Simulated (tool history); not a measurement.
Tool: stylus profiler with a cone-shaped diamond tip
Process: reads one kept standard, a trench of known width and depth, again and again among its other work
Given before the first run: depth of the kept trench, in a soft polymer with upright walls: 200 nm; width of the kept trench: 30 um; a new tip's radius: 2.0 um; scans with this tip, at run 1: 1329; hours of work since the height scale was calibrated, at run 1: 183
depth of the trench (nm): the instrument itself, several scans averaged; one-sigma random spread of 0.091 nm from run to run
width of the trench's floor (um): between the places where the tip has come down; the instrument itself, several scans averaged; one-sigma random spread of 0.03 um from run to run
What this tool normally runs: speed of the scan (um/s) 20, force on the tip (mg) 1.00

| run | hour | speed of the scan (um/s) | force on the tip (mg) | scans with this tip | hours of work since the height scale was calibrated | depth of the trench (nm) | width of the trench's floor (um) |
|---|---|---|---|---|---|---|---|
| 1 | 0.0 | 20 | 1.00 | 1329 | 183 | 201.40 | 28.00 |
| 2 | 38.9 | 20 | 1.00 | 1540 | 212 | 201.46 | 27.96 |
| 3 | 74.8 | 20 | 1.00 | 1734 | 238 | 201.18 | 27.92 |
| 4 | 100.9 | 20 | 1.00 | 1876 | 258 | 201.37 | 27.92 |
| 5 | 140.0 | 20 | 1.00 | 2088 | 287 | 201.30 | 27.93 |
| 6 | 182.3 | 20 | 1.00 | 2317 | 319 | 201.55 | 27.82 |
| 7 | 204.1 | 20 | 0.42 | 2436 | 335 | 200.59 | 27.81 |
| 8 | 223.8 | 20 | 1.00 | 2542 | 350 | 201.44 | 27.84 |
| 9 | 262.8 | 20 | 1.00 | 2753 | 379 | 201.28 | 27.87 |
| 10 | 303.1 | 20 | 1.00 | 2972 | 409 | 201.37 | 27.80 |
| 11 | 350.7 | 20 | 1.00 | 3230 | 444 | 201.20 | 27.75 |
| 12 | 375.5 | 20 | 1.00 | 3364 | 463 | 201.40 | 27.79 |
| 13 | 407.8 | 20 | 1.00 | 3540 | 487 | 201.27 | 27.73 |
| 14 | 442.1 | 20 | 1.00 | 3725 | 512 | 201.15 | 27.74 |
| 15 | 462.0 | 20 | 1.00 | 3833 | 527 | 201.15 | 27.68 |
| 16 | 488.6 | 20 | 1.00 | 3977 | 547 | 201.33 | 27.73 |
| 17 | 512.7 | 20 | 1.00 | 4108 | 565 | 201.25 | 27.72 |
| 18 | 552.8 | 20 | 1.00 | 4325 | 595 | 201.34 | 27.72 |
| 19 | 594.0 | 20 | 1.00 | 4549 | 625 | 200.96 | 27.76 |
|  | 598.5 | height scale calibrated on a step standard |
| 20 | 618.4 | 20 | 1.00 | 4678 | 15 | 201.22 | 27.67 |
| 21 | 666.5 | 20 | 1.00 | 4939 | 51 | 201.08 | 27.67 |
|  | 708.2 | height scale calibrated on a step standard, once more |
| 22 | 713.7 | 12 | 1.00 | 5192 | 4 | 201.57 | 27.73 |
| 23 | 754.6 | 12 | 1.00 | 5414 | 35 | 201.71 | 27.65 |
| 24 | 787.5 | 15 | 1.37 | 5592 | 59 | 201.99 | 27.68 |
| 25 | 823.9 | 9 | 0.36 | 5789 | 86 | 200.63 | 27.58 |
| 26 | 856.7 | 9 | 1.19 | 5967 | 111 | 201.73 | 27.67 |
| 27 | 881.3 | 9 | 1.19 | 6100 | 129 | 201.53 | 27.69 |
| 28 | 915.4 | 9 | 1.19 | 6285 | 154 | 201.58 | 27.58 |
| 29 | 952.3 | 9 | 1.19 | 6485 | 182 | 201.68 | 27.59 |
| 30 | 980.5 | 8 | 1.49 | 6638 | 203 | 201.89 | 27.64 |
| 31 | 1002.9 | 8 | 1.49 | 6760 | 220 | 201.86 | 27.61 |
| 32 | 1030.3 | 24 | 1.08 | 6908 | 240 | 201.27 | 27.45 |
| 33 | 1059.8 | 24 | 1.08 | 7068 | 262 | 201.55 | 27.44 |
| 34 | 1104.1 | 40 | 0.50 | 7308 | 295 | 200.77 | 27.21 |
| 35 | 1148.1 | 40 | 0.50 | 7546 | 328 | 200.75 | 27.19 |
| 36 | 1178.1 | 40 | 0.50 | 7709 | 350 | 200.92 | 27.22 |
| 37 | 1208.1 | 29 | 0.90 | 7872 | 372 | 201.39 | 27.40 |
| 38 | 1235.6 | 5 | 0.54 | 8021 | 393 | 200.67 | 27.47 |
| 39 | 1281.4 | 5 | 0.54 | 8269 | 427 | 200.80 | 27.48 |
| 40 | 1313.8 | 47 | 0.51 | 8444 | 451 | 200.65 | 27.06 |
| 41 | 1356.9 | 47 | 0.51 | 8678 | 483 | 200.78 | 27.06 |
| 42 | 1378.3 | 50 | 0.64 | 8794 | 499 | 200.80 | 27.00 |
| 43 | 1413.1 | 50 | 0.64 | 8983 | 525 | 201.02 | 27.05 |
| 44 | 1449.6 | 50 | 0.64 | 9181 | 552 | 200.92 | 27.06 |
| 45 | 1493.2 | 50 | 0.64 | 9417 | 585 | 200.81 | 26.98 |

Each run again, without the hidden state but with its own random variation kept:
Hidden conditions of the tool in this case: radius of the tip, um; height scale over the true one, %; drift of the gauge itself on depth_nm, %; drift of the gauge itself on floor_um, %.
| run | depth of the trench (nm) | width of the trench's floor (um) |
|---|---|---|
| 1 | 201.58 | 28.16 |
| 2 | 201.66 | 28.13 |
| 3 | 201.38 | 28.11 |
| 4 | 201.58 | 28.12 |
| 5 | 201.54 | 28.15 |
| 6 | 201.81 | 28.06 |
| 7 | 200.86 | 28.06 |
| 8 | 201.71 | 28.11 |
| 9 | 201.57 | 28.15 |
| 10 | 201.68 | 28.10 |
| 11 | 201.54 | 28.08 |
| 12 | 201.74 | 28.13 |
| 13 | 201.63 | 28.08 |
| 14 | 201.52 | 28.12 |
| 15 | 201.54 | 28.06 |
| 16 | 201.73 | 28.12 |
| 17 | 201.66 | 28.12 |
| 18 | 201.77 | 28.14 |
| 19 | 201.40 | 28.20 |
| 20 | 201.76 | 28.11 |
| 21 | 201.65 | 28.14 |
| 22 | 201.58 | 28.22 |
| 23 | 201.74 | 28.15 |
| 24 | 202.03 | 28.21 |
| 25 | 200.69 | 28.12 |
| 26 | 201.80 | 28.22 |
| 27 | 201.62 | 28.25 |
| 28 | 201.68 | 28.15 |
| 29 | 201.79 | 28.18 |
| 30 | 202.02 | 28.24 |
| 31 | 201.99 | 28.22 |
| 32 | 201.42 | 28.07 |
| 33 | 201.72 | 28.07 |
| 34 | 200.95 | 27.86 |
| 35 | 200.96 | 27.86 |
| 36 | 201.13 | 27.90 |
| 37 | 201.62 | 28.09 |
| 38 | 200.92 | 28.18 |
| 39 | 201.07 | 28.21 |
| 40 | 200.93 | 27.80 |
| 41 | 201.08 | 27.82 |
| 42 | 201.11 | 27.77 |
| 43 | 201.34 | 27.82 |
| 44 | 201.25 | 27.85 |
| 45 | 201.17 | 27.78 |
